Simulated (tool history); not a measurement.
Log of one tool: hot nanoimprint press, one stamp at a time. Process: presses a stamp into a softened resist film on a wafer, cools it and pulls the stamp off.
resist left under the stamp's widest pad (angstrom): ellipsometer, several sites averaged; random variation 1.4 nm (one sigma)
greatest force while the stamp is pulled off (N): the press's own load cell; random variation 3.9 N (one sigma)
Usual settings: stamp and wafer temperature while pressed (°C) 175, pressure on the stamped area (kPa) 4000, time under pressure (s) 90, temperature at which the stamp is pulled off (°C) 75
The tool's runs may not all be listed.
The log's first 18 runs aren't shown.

run	hour	stamp and wafer temperature while pressed (°C)	pressure on the stamped area (kPa)	time under pressure (s)	temperature at which the stamp is pulled off (°C)	hours of work since the thermocouple was calibrated	imprints on the stamp's release coat	hours of work since the press's seals were changed	resist left under the stamp's widest pad (angstrom)	greatest force while the stamp is pulled off (N)
19	502.4	174	6280	178	75	93	1817	115	1354	192
20	519.8	175	4580	68	75	100	1851	122	2215	192
21	559.5	175	4580	68	75	117	1929	138	2229	203
22	594.8	175	4000	145	80	131	1998	153	1831	163
# hour 609.4: stamp cleaned and given a new release coat
23	619.7	175	6060	90	80	139	20	161	1734	158
24	642.6	178	4000	90	75	149	64	171	1965	191
25	663.1	173	4080	90	75	157	104	179	2289	194
26	697.2	175	4000	92	66	172	171	193	2191	238
27	714.5	175	5370	104	65	179	205	201	1726	250
28	748.8	175	4350	90	65	193	272	215	2113	242
29	773.3	178	4260	90	65	203	319	225	1917	244
30	796.5	175	4000	49	71	213	365	235	2659	208
31	824.8	177	4000	62	71	225	420	247	2356	220

Forecast each of these 3 alternatives for the next run:
A	852.6	165	4000	62	71	236	474	258	?	?
B	852.6	178	4000	62	65	236	474	258	?	?
C	852.6	167	4000	62	71	236	474	258	?	?

run	resist left under the stamp's widest pad (angstrom)	greatest force while the stamp is pulled off (N)
A	3273	211
B	2282	249
C	3081	210
Without the tool's hidden state the same runs would have given:
run	resist left under the stamp's widest pad (angstrom)	greatest force while the stamp is pulled off (N)
A	3269	210
B	2279	248
C	3077	209
